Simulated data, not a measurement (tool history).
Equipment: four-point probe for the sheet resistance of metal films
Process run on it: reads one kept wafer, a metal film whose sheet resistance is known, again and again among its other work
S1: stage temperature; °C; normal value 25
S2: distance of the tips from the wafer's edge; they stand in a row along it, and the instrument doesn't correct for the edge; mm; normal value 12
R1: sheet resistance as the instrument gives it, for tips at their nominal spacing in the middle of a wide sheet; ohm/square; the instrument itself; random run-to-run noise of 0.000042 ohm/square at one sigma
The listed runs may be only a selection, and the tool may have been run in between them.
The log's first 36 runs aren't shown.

{"run": 37, "hour": 1726.0, "S1": 20, "S2": 8, "R1": 0.213885}
{"run": 38, "hour": 1800.0, "S1": 20, "S2": 8, "R1": 0.213777}
{"run": 39, "hour": 1863.9, "S1": 21, "S2": 25, "R1": 0.213232}
{"run": 40, "hour": 1896.4, "S1": 23, "S2": 20, "R1": 0.21322}
{"run": 41, "hour": 1940.1, "S1": 21, "S2": 22, "R1": 0.213328}
{"run": 42, "hour": 1987.7, "S1": 23, "S2": 39, "R1": 0.213136}
{"run": 43, "hour": 2035.8, "S1": 23, "S2": 39, "R1": 0.213233}
{"run": 44, "hour": 2084.0, "S1": 33, "S2": 7, "R1": 0.213644}

Estimate the outcome of run 45 from the log above:
{"run": 45, "hour": 2122.5, "S1": 24, "S2": 20, "R1": "?"}

{"run 45": {"R1": 0.213328}}
Take away the tool's hidden state, keep the run-to-run variation as it was, and the same run would have given R1 0.211737 ohm/square.
